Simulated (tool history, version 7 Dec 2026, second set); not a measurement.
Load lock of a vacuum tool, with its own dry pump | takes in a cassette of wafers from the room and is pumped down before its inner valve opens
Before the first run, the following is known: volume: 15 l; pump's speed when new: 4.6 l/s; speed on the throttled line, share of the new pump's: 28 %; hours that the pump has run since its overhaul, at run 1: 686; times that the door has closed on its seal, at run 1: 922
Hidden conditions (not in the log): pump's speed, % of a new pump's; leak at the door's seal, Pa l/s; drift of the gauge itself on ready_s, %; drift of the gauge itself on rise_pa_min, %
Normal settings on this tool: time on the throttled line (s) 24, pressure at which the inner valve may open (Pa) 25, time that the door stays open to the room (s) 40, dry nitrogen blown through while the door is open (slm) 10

| run | day | time on the throttled line (s) | pressure at which the inner valve may open (Pa) | time that the door stays open to the room (s) | dry nitrogen blown through while the door is open (slm) | hours that the pump has run since its overhaul | times that the door has closed on its seal | incoming humidity of the room's air, % | time from the closed door until the inner valve may open (s) | rise of the pressure with all valves shut (Pa/min) |
|---|---|---|---|---|---|---|---|---|---|---|
| 1 | 0 | 24 | 25 | 40 | 10 | 686 | 922 | 45.8 | 44.4 | 0.077 |
| 2 | 2.329 | 24 | 25 | 40 | 10 | 742 | 1162 | 44.5 | 45.2 | 0.072 |
| 3 | 4.933 | 24 | 25 | 107 | 10 | 805 | 1430 | 43.6 | 44.6 | 0.12 |
| 4 | 8.783 | 24 | 25 | 40 | 28 | 897 | 1827 | 48 | 44.6 | 0.066 |
| 5 | 12.971 | 24 | 25 | 86 | 10 | 998 | 2259 | 44 | 45.3 | 0.113 |
| 6 | 15.371 | 24 | 25 | 86 | 9 | 1055 | 2507 | 45.3 | 44.6 | 0.126 |
| 7 | 17.517 | 24 | 25 | 40 | 10 | 1107 | 2728 | 47.3 | 45.4 | 0.083 |
| 8 | 20.562 | 24 | 25 | 40 | 34 | 1180 | 3041 | 47.9 | 44.5 | 0.064 |
| 9 | 24.6 | 24 | 25 | 40 | 34 | 1277 | 3457 | 44.8 | 44.9 | 0.056 |
| 10 | 26.717 | 24 | 25 | 40 | 34 | 1327 | 3676 | 42.1 | 45.1 | 0.054 |
| 11 | 30.962 | 24 | 25 | 40 | 34 | 1429 | 4113 | 45.1 | 45.3 | 0.053 |
| 12 | 33.338 | 24 | 25 | 40 | 34 | 1486 | 4358 | 44 | 45.3 | 0.058 |
| 13 | 35.371 | 24 | 25 | 40 | 4 | 1535 | 4568 | 47.4 | 44.7 | 0.103 |
| 14 | 39.408 | 24 | 25 | 40 | 10 | 1632 | 4984 | 43.1 | 44.4 | 0.082 |
| 15 | 42.967 | 24 | 25 | 40 | 20 | 1717 | 5351 | 41.9 | 44.6 | 0.071 |
| 16 | 46.946 | 24 | 23 | 40 | 20 | 1813 | 5761 | 46.5 | 44.8 | 0.074 |
| 17 | 48.708 | 24 | 23 | 40 | 20 | 1855 | 5943 | 47.1 | 45.2 | 0.079 |
| 18 | 51.254 | 24 | 25 | 40 | 26 | 1916 | 6205 | 44.2 | 44.6 | 0.071 |
| 19 | 53.633 | 24 | 25 | 40 | 26 | 1973 | 6450 | 45.3 | 44.8 | 0.066 |
| 20 | 57.862 | 24 | 25 | 40 | 26 | 2075 | 6886 | 45.3 | 45.2 | 0.064 |
| 21 | 60.696 | 24 | 24 | 94 | 13 | 2143 | 7178 | 44.5 | 45.4 | 0.124 |
| 22 | 63.304 | 19 | 25 | 40 | 38 | 2206 | 7447 | 45.3 | 41.7 | 0.066 |
| 23 | 67.383 | 19 | 25 | 40 | 38 | 2303 | 7868 | 46.9 | 41.3 | 0.062 |
| 24 | 69.854 | 17 | 21 | 84 | 13 | 2363 | 8122 | 43.2 | 40.5 | 0.12 |
| 25 | 71.654 | 24 | 25 | 70 | 10 | 2406 | 8308 | 42 | 45.1 | 0.113 |
| 26 | 74.65 | 21 | 25 | 40 | 10 | 2478 | 8616 | 46.4 | 43.1 | 0.1 |
| 27 | 78.796 | 22 | 28 | 40 | 10 | 2577 | 9044 | 42 | 43.1 | 0.092 |
| 28 | 82.325 | 24 | 25 | 171 | 33 | 2662 | 9407 | 42.7 | 45.6 | 0.12 |
| 29 | 86.492 | 24 | 25 | 171 | 33 | 2762 | 9837 | 43.4 | 45.6 | 0.118 |
| 30 | 88.917 | 44 | 25 | 42 | 9 | 2820 | 10087 | 43.9 | 59.5 | 0.105 |
| 31 | 93.217 | 37 | 43 | 42 | 9 | 2923 | 10530 | 42.3 | 52.2 | 0.094 |
| 32 | 95.542 | 37 | 43 | 42 | 9 | 2979 | 10770 | 45.3 | 52.4 | 0.108 |
| 33 | 97.696 | 37 | 43 | 42 | 9 | 3031 | 10992 | 46.1 | 52.4 | 0.105 |
| 34 | 100.608 | 42 | 25 | 40 | 10 | 3101 | 11292 | 45.1 | 58 | 0.1 |
| 35 | 102.517 | 21 | 25 | 40 | 5 | 3147 | 11489 | 44.3 | 43.2 | 0.112 |
| 36 | 104.25 | 21 | 25 | 40 | 5 | 3188 | 11667 | 44 | 43.2 | 0.113 |

Consider 3 possible next runs. They are alternatives, not a sequence: every one starts from the tool as it was left by run 36. What does each give?
| A | 107.821 | 24 | 30 | 40 | 19 | 3274 | 12035 | 44.1 | ? | ? |
| B | 107.821 | 24 | 18 | 46 | 4 | 3274 | 12035 | 46.1 | ? | ? |
| C | 107.821 | 21 | 20 | 40 | 5 | 3274 | 12035 | 43 | ? | ? |

| run | time from the closed door until the inner valve may open (s) | rise of the pressure with all valves shut (Pa/min) |
|---|---|---|
| A | 44.4 | 0.085 |
| B | 45.9 | 0.122 |
| C | 44.2 | 0.11 |
Had the tool no hidden state, the same runs would have come out as:
| run | time from the closed door until the inner valve may open (s) | rise of the pressure with all valves shut (Pa/min) |
|---|---|---|
| A | 43.3 | 0.058 |
| B | 44.7 | 0.095 |
| C | 42.9 | 0.083 |
